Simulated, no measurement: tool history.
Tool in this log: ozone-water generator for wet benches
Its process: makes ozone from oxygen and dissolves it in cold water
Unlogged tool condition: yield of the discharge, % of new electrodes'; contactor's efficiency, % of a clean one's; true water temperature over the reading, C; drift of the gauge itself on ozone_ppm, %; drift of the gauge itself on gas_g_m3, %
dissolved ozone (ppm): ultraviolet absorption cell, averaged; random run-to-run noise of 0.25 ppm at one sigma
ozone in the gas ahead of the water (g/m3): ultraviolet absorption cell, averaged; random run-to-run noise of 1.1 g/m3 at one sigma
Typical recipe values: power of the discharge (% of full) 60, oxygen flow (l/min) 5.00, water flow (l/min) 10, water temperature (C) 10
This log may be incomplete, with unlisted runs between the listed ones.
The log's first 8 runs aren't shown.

run	hour	power of the discharge (% of full)	oxygen flow (l/min)	water flow (l/min)	water temperature (C)	hours of work since the electrodes were changed	hours of work since the contactor was cleaned	hours of work since the thermometer was calibrated	dissolved ozone (ppm)	ozone in the gas ahead of the water (g/m3)
9	207.1	60	5.00	10	10	501	5158	1001	36.3	198.2
10	235.7	60	5.00	10	10	522	5179	1023	36.2	195.7
11	248.4	60	5.00	10	10	532	5189	1032	36.6	199.3
12	275.4	60	5.00	13	10	552	5209	1052	30.5	200.1
13	299.3	100	5.00	10	10	569	5226	1069	51.4	282.4
14	315.5	60	5.00	10	17	581	5238	1081	32.2	199.0
15	329.9	60	5.00	10	17	592	5249	1092	31.7	201.4
16	354.9	60	5.00	10	17	610	5267	1110	31.8	199.9
17	378.0	60	7.02	10	17	627	5284	1127	29.7	164.5
18	400.0	60	7.02	10	17	644	5301	1144	29.5	163.6
19	423.4	46	5.42	10	7	661	5318	1161	31.3	158.4
20	450.6	46	5.42	10	7	681	5338	1181	31.7	159.9
21	482.0	85	4.13	11	16	704	5361	1204	39.9	282.6
22	500.9	85	4.13	11	16	718	5375	1218	39.9	279.7
23	524.1	85	4.13	11	16	735	5392	1235	39.0	279.4
24	549.3	98	4.13	7	16	754	5411	1254	57.5	309.0
25	567.5	98	4.13	7	16	767	5424	1267	56.9	311.0
26	582.9	94	5.19	15	6	778	5435	1279	39.1	265.6
27	596.4	55	3.90	6	17	789	5445	1289	40.8	213.2
28	612.9	74	2.98	6	18	801	5458	1301	51.7	303.3
29	627.8	51	7.51	13	8	812	5469	1312	26.8	142.6
30	659.1	89	5.42	6	16	835	5492	1335	54.0	247.8
31	681.0	48	4.99	6	14	851	5508	1351	37.7	172.1
32	703.4	81	5.00	10	7	867	5524	1367	46.4	240.7
33	716.5	43	5.61	10	10	877	5534	1377	28.1	149.2

4 options for the next run, each taken on its own from the tool as it stands now. Forecast them:
A	741.5	68	3.36	11	10	895	5552	1396	?	?
B	741.5	80	5.00	10	9	895	5552	1396	?	?
C	741.5	60	8.58	10	10	895	5552	1396	?	?
D	741.5	43	5.61	9	13	895	5552	1396	?	?

run	dissolved ozone (ppm)	ozone in the gas ahead of the water (g/m3)
A	37.2	270.0
B	44.6	243.3
C	32.6	149.0
D	28.3	147.6
With the hidden condition removed and each run's random variation left untouched, the same runs would have given:
run	dissolved ozone (ppm)	ozone in the gas ahead of the water (g/m3)
A	39.7	274.6
B	47.6	247.9
C	34.8	151.3
D	30.0	149.3

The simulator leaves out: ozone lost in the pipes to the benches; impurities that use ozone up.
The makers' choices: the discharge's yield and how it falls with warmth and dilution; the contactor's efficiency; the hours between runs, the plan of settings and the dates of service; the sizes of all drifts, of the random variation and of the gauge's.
